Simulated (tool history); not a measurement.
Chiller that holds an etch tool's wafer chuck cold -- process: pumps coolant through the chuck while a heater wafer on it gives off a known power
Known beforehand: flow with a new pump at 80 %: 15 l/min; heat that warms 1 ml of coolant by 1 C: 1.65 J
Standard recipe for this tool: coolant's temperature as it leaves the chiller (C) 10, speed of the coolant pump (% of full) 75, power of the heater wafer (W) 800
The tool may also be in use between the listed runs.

run,hour,coolant's temperature as it leaves the chiller (C),speed of the coolant pump (% of full),power of the heater wafer (W),chuck's temperature once it has settled (C),how much warmer the coolant comes back (C)
1,0,10,75,800,15.5,2.08
2,14.3,10,75,800,15.52,2.09
3,43.8,10,75,800,15.55,2.08
4,66,10,75,800,15.57,2.07
5,87.7,1,75,800,6.66,2.09
6,119,1,75,800,6.6,2.09
7,139,1,75,800,6.59,2.09
8,155.8,15,75,800,20.58,2.09
9,175.8,10,75,800,15.6,2.06
10,191.3,7,89,1122,13.82,2.43
11,208.6,6,79,622,10.17,1.55
12,235.3,19,75,833,24.78,2.17
13,261.4,19,75,833,24.91,2.17
14,281.3,19,74,726,24.25,1.93
15,304.2,5,95,778,9.53,1.55
16,319.4,9,87,713,13.47,1.6
17,335.1,16,80,647,20.39,1.57
18,354.5,16,80,647,20.36,1.59

Alternative continuations, all from the tool just after run 18; predict every row:
A,377.2,3,80,647,?,?
B,377.2,10,75,670,?,?
C,377.2,5,82,917,?,?
D,377.2,6,80,599,?,?

run,chuck's temperature once it has settled (C),how much warmer the coolant comes back (C)
A,7.36,1.58
B,14.74,1.75
C,11.05,2.21
D,10.18,1.45
With no hidden state in the tool, these same runs would have given:
run,chuck's temperature once it has settled (C),how much warmer the coolant comes back (C)
A,7.15,1.57
B,14.52,1.73
C,10.8,2.19
D,9.98,1.44
